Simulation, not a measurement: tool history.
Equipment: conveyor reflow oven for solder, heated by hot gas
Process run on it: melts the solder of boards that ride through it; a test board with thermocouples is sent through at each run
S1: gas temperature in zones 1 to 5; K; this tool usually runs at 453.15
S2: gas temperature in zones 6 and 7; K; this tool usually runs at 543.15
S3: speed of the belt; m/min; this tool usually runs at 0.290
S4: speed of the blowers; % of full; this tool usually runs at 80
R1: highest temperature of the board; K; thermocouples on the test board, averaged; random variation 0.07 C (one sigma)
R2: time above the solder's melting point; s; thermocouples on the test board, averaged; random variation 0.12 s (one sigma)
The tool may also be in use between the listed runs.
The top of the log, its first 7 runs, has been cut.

run 8 hour=403.5 | S1=453.15 S2=543.15 S3=0.290 S4=80 | R1=533.09 R2=106.0
run 9 hour=460.8 | S1=453.15 S2=543.15 S3=0.290 S4=80 | R1=533.03 R2=105.8
run 10 hour=533.3 | S1=453.15 S2=543.15 S3=0.290 S4=81 | R1=533.27 R2=105.8
run 11 hour=603.2 | S1=453.15 S2=543.15 S3=0.326 S4=80 | R1=530.15 R2=90.6
run 12 hour=673.5 | S1=453.15 S2=543.15 S3=0.238 S4=80 | R1=536.97 R2=134.4
run 13 hour=711.5 | S1=453.15 S2=543.15 S3=0.238 S4=80 | R1=536.99 R2=134.4
run 14 hour=768.2 | S1=453.15 S2=543.15 S3=0.238 S4=80 | R1=536.97 R2=134.6
run 15 hour=812.6 | S1=453.15 S2=543.15 S3=0.238 S4=80 | R1=537.03 R2=134.5
-- hour=860.6 flux residue cleaned out of gas plates and filters
run 16 hour=860.6 | S1=454.15 S2=543.15 S3=0.328 S4=69 | R1=527.27 R2=87.4
run 17 hour=921.5 | S1=454.15 S2=543.15 S3=0.328 S4=69 | R1=527.27 R2=87.4
-- hour=982.7 belt drive overhauled, speed set with a stopwatch
run 18 hour=995.9 | S1=454.15 S2=543.15 S3=0.328 S4=69 | R1=527.31 R2=87.3
run 19 hour=1040.4 | S1=457.15 S2=555.15 S3=0.243 S4=80 | R1=548.40 R2=141.2
run 20 hour=1074.9 | S1=442.15 S2=545.15 S3=0.243 S4=79 | R1=537.46 R2=125.9
run 21 hour=1121.3 | S1=442.15 S2=545.15 S3=0.243 S4=79 | R1=537.53 R2=125.7
run 22 hour=1167.4 | S1=442.15 S2=545.15 S3=0.243 S4=79 | R1=537.53 R2=125.8
run 23 hour=1246.1 | S1=454.15 S2=545.15 S3=0.247 S4=70 | R1=536.68 R2=128.8
run 24 hour=1290.9 | S1=454.15 S2=545.15 S3=0.247 S4=70 | R1=536.83 R2=128.9
run 25 hour=1323.0 | S1=453.15 S2=543.15 S3=0.277 S4=57 | R1=528.54 R2=104.7
run 26 hour=1393.3 | S1=453.15 S2=556.15 S3=0.277 S4=70 | R1=543.86 R2=118.6
run 27 hour=1430.0 | S1=458.15 S2=538.15 S3=0.299 S4=80 | R1=528.38 R2=101.4
run 28 hour=1480.8 | S1=442.15 S2=556.15 S3=0.290 S4=80 | R1=543.63 R2=107.8
run 29 hour=1545.1 | S1=442.15 S2=537.15 S3=0.290 S4=59 | R1=520.66 R2=84.1
-- hour=1573.7 flux residue cleaned out of gas plates and filters
run 30 hour=1612.0 | S1=467.15 S2=540.15 S3=0.266 S4=80 | R1=533.65 R2=125.9

Below are 4 alternative next runs, each starting from the tool's condition after run 30. Predict each:
run A hour=1675.0 | S1=445.15 S2=540.15 S3=0.266 S4=80 | R1=? R2=?
run B hour=1675.0 | S1=453.15 S2=543.15 S3=0.290 S4=58 | R1=? R2=?
run C hour=1675.0 | S1=453.15 S2=543.15 S3=0.290 S4=59 | R1=? R2=?
run D hour=1675.0 | S1=453.15 S2=557.15 S3=0.340 S4=74 | R1=? R2=?

run=A R1=531.43 R2=110.4
run=B R1=527.42 R2=98.5
run=C R1=527.87 R2=98.9
run=D R1=539.51 R2=93.3
With no hidden state in the tool, these same runs would have given:
run=A R1=531.40 R2=110.4
run=B R1=527.39 R2=98.5
run=C R1=527.84 R2=98.8
run=D R1=539.49 R2=93.2
